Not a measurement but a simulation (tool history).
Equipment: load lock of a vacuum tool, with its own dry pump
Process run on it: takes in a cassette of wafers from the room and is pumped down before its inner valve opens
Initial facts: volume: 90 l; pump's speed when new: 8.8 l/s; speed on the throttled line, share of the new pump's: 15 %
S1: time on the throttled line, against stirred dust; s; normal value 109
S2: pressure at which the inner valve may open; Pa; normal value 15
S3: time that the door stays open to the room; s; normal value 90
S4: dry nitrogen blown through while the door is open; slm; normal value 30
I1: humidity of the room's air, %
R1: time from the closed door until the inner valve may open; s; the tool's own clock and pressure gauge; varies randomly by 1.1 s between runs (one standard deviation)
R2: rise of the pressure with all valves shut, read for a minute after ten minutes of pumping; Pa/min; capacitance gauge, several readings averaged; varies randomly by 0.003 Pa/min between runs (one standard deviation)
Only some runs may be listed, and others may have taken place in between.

| run | hour | S1 | S2 | S3 | S4 | I1 | R1 | R2 |
|---|---|---|---|---|---|---|---|---|
| 1 | 0.0 | 109 | 15 | 90 | 30 | 42.9 | 191.5 | 0.094 |
| 2 | 265.4 | 109 | 15 | 90 | 7 | 45.7 | 191.7 | 0.128 |
| 3 | 501.1 | 109 | 15 | 90 | 35 | 44.9 | 190.3 | 0.104 |
| 4 | 773.5 | 109 | 15 | 90 | 35 | 42.5 | 192.8 | 0.111 |
| 5 | 1002.4 | 109 | 15 | 90 | 30 | 45.2 | 192.5 | 0.123 |
| 6 | 1431.4 | 109 | 16 | 90 | 30 | 43.9 | 193.0 | 0.138 |
| 7 | 1733.1 | 109 | 16 | 90 | 30 | 48.4 | 192.8 | 0.142 |
| 8 | 2108.7 | 203 | 16 | 90 | 30 | 46.0 | 269.2 | 0.151 |
| 9 | 2436.4 | 203 | 16 | 90 | 17 | 46.8 | 270.2 | 0.166 |
| 10 | 2783.1 | 109 | 15 | 90 | 30 | 45.4 | 196.7 | 0.164 |
| 11 | 3158.6 | 109 | 15 | 90 | 30 | 43.5 | 197.5 | 0.180 |
| 12 | 3361.8 | 109 | 15 | 90 | 18 | 44.0 | 197.2 | 0.189 |
| 13 | 3581.4 | 67 | 14 | 187 | 20 | 48.7 | 163.3 | 0.240 |
| 14 | 3911.4 | 200 | 15 | 103 | 30 | 45.4 | 273.9 | 0.204 |
| 15 | 4227.9 | 101 | 27 | 134 | 30 | 45.8 | 184.0 | 0.227 |
| 16 | 4448.8 | 61 | 17 | 149 | 30 | 47.2 | 156.4 | 0.245 |
| 17 | 4728.4 | 61 | 17 | 149 | 30 | 45.1 | 158.3 | 0.244 |
| 18 | 5167.5 | 109 | 28 | 203 | 9 | 45.7 | 192.0 | 0.328 |
| 19 | 5609.7 | 109 | 13 | 90 | 6 | 40.5 | 201.7 | 0.284 |
| 20 | 5960.4 | 109 | 13 | 90 | 6 | 45.8 | 204.4 | 0.304 |
| 21 | 6177.7 | 131 | 25 | 113 | 20 | 46.9 | 211.6 | 0.302 |

4 options for the next run, each taken on its own from the tool as it stands now. Forecast them:
| A | 6372.4 | 131 | 25 | 113 | 20 | 42.3 | ? | ? |
| B | 6372.4 | 176 | 15 | 127 | 30 | 47.3 | ? | ? |
| C | 6372.4 | 109 | 22 | 27 | 30 | 45.0 | ? | ? |
| D | 6372.4 | 138 | 12 | 90 | 35 | 46.2 | ? | ? |

| run | R1 | R2 |
|---|---|---|
| A | 216.4 | 0.307 |
| B | 254.9 | 0.307 |
| C | 196.3 | 0.269 |
| D | 229.2 | 0.297 |
Without the tool's unlogged condition, the same runs would have read:
| run | R1 | R2 |
|---|---|---|
| A | 200.3 | 0.058 |
| B | 239.3 | 0.055 |
| C | 179.4 | 0.018 |
| D | 211.5 | 0.046 |

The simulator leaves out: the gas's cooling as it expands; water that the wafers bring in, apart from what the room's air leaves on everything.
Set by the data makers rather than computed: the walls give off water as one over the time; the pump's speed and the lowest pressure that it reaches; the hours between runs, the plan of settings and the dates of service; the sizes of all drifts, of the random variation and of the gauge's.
